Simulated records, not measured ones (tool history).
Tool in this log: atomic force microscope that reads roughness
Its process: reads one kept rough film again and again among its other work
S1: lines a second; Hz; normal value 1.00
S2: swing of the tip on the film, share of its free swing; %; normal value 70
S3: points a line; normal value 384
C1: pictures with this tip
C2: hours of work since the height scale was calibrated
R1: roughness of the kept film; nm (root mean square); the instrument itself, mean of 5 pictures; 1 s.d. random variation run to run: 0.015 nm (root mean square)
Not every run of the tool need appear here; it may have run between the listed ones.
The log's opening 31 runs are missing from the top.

run	hour	S1	S2	S3	C1	C2	R1
# hour 1343.3: new tip fitted
32	1354.2	3.15	72	966	14	1622	3.086
33	1384.0	3.15	72	966	55	1640	2.964
34	1431.8	1.00	75	384	119	1668	3.183
35	1472.6	1.00	75	384	174	1693	3.057
36	1534.8	1.00	75	384	258	1730	2.878
# hour 1595.8: new tip fitted
37	1595.8	0.52	57	268	0	1766	3.648
38	1640.5	1.95	87	297	61	1793	2.756
39	1670.7	2.67	82	490	101	1811	2.652
40	1734.1	0.85	78	694	187	1849	3.019
41	1784.0	1.00	70	1000	254	1879	2.936
42	1835.9	0.91	65	1000	324	1910	2.880
# hour 1848.2: new tip fitted
43	1882.5	0.91	65	1000	46	1938	3.470
44	1933.2	0.91	65	1000	114	1969	3.317
45	1989.2	0.91	65	1000	190	2002	3.152
46	2032.8	3.60	65	279	249	2028	2.694
47	2077.5	1.00	76	384	309	2055	2.775
# hour 2100.3: new tip fitted
48	2139.1	1.10	79	778	52	2092	3.260
# hour 2147.7: height scale calibrated on a step standard
49	2190.6	1.25	82	314	120	26	2.967
50	2248.6	0.73	82	314	199	61	2.988
51	2306.0	1.38	58	384	276	95	2.953

4 ways to go on from here, each from the tool as it stands after run 51. What would each give?
A	2338.7	0.56	58	913	320	115	?
B	2338.7	1.00	78	384	320	115	?
C	2338.7	1.51	58	333	320	115	?
D	2338.7	0.63	90	384	320	115	?

run	R1
A	2.978
B	2.740
C	2.867
D	2.721
Take away the tool's hidden state, keep each run's random variation, and the runs would have read:
run	R1
A	3.691
B	3.397
C	3.553
D	3.373

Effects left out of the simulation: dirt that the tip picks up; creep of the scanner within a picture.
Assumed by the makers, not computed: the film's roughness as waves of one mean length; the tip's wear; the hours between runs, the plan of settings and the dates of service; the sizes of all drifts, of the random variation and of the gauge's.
